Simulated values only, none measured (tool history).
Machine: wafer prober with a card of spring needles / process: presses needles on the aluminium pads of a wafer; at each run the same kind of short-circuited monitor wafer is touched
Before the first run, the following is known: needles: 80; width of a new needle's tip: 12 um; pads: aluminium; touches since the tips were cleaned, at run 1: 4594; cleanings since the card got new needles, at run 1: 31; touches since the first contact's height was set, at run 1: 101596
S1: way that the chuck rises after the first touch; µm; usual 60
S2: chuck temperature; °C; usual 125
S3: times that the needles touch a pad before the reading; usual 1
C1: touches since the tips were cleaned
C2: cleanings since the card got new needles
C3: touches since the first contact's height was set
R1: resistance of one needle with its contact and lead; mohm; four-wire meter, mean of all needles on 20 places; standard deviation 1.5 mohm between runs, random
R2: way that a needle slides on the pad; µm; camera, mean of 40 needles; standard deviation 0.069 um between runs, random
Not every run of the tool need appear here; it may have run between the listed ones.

run	hour	S1	S2	S3	C1	C2	C3	R1	R2
1	0	60	125	1	4594	31	101596	188	16.15
# hour 3.8: tips cleaned on abrasive film
2	9.4	60	125	1	2793	32	106209	175	16.13
# hour 17: tips cleaned on abrasive film
3	20.7	60	125	1	1852	33	111759	160	16.22
# hour 30.1: tips cleaned on abrasive film
4	32.3	60	125	1	1102	34	117450	156	16.02
5	41.6	60	125	1	5713	34	122061	197	16.07
# hour 43.1: tips cleaned on abrasive film
6	51.7	76	125	1	4258	35	126994	167	20.55
# hour 57.1: tips cleaned on abrasive film
7	58.2	76	125	1	543	36	130197	144	20.34
8	68.5	60	125	1	5621	36	135275	195	15.95
# hour 69.9: height of the first contact set anew
# hour 71.2: tips cleaned on abrasive film
# hour 84: tips cleaned on abrasive film
9	84	60	125	1	0	38	6890	144	16.47
# hour 97.1: tips cleaned on abrasive film
10	97.3	60	125	1	84	39	13418	142	16.48
11	104.5	60	125	1	3629	39	16963	179	16.49
# hour 110.4: tips cleaned on abrasive film
12	112.4	60	125	1	988	40	20865	154	16.31
# hour 123.4: tips cleaned on abrasive film
13	124.8	60	125	2	696	41	26956	144	16.41
14	132.9	60	125	2	4671	41	30931	170	16.37
# hour 136.6: tips cleaned on abrasive film
15	143.6	60	125	2	3504	42	36222	163	16.46
# hour 150.3: tips cleaned on abrasive film
16	156.7	76	125	1	3155	43	42644	159	20.73
# hour 164: tips cleaned on abrasive film
17	169.9	47	116	1	2920	44	49124	202	12.76
# hour 177.7: tips cleaned on abrasive film
18	182.3	60	30	1	2296	45	55229	159	16.27
# hour 190.6: tips cleaned on abrasive film
19	192	60	30	1	689	46	59991	143	16.14
20	198.6	79	125	2	3957	46	63259	154	21.49
# hour 204.3: tips cleaned on abrasive film
21	205.5	79	125	1	554	47	66606	145	21.54
# hour 217.9: tips cleaned on abrasive film
22	218.8	48	125	2	417	48	73153	153	12.82
# hour 231.9: tips cleaned on abrasive film
23	232.1	77	125	1	91	49	79694	142	20.88
24	243.9	77	125	1	5961	49	85564	173	20.86
# hour 244.7: tips cleaned on abrasive film
25	253	74	125	1	4119	50	90014	168	19.91
# hour 258.2: tips cleaned on abrasive film
26	268.2	60	62	3	4933	51	97485	148	16.12
# hour 272.2: tips cleaned on abrasive film
27	275.8	60	62	3	1755	52	101198	142	16.01
28	282.7	60	62	3	5179	52	104622	150	16.09
# hour 285.1: tips cleaned on abrasive film
29	295.9	60	38	3	5309	53	111097	152	15.9
# hour 298.6: tips cleaned on abrasive film
30	305.6	60	86	1	3438	54	115868	185	15.91
# hour 312.2: tips cleaned on abrasive film
31	317.6	44	38	2	2682	55	121778	174	11.48
# hour 325.3: tips cleaned on abrasive film
32	331.1	44	38	2	2901	56	128423	179	11.44

3 ways to go on from here, each from the tool as it stands after run 32. What would each give?
# hour 338.7: tips cleaned on abrasive film
A	338.7	60	38	1	0	57	132137	?	?
# hour 338.7: tips cleaned on abrasive film
B	338.7	49	117	2	0	57	132137	?	?
# hour 338.7: tips cleaned on abrasive film
C	338.7	77	60	1	0	57	132137	?	?

run	R1	R2
A	131	15.89
B	145	12.86
C	127	20.54
Take away the tool's hidden state, keep each run's random variation, and the runs would have read:
run	R1	R2
A	124	16.59
B	137	13.55
C	123	21.24
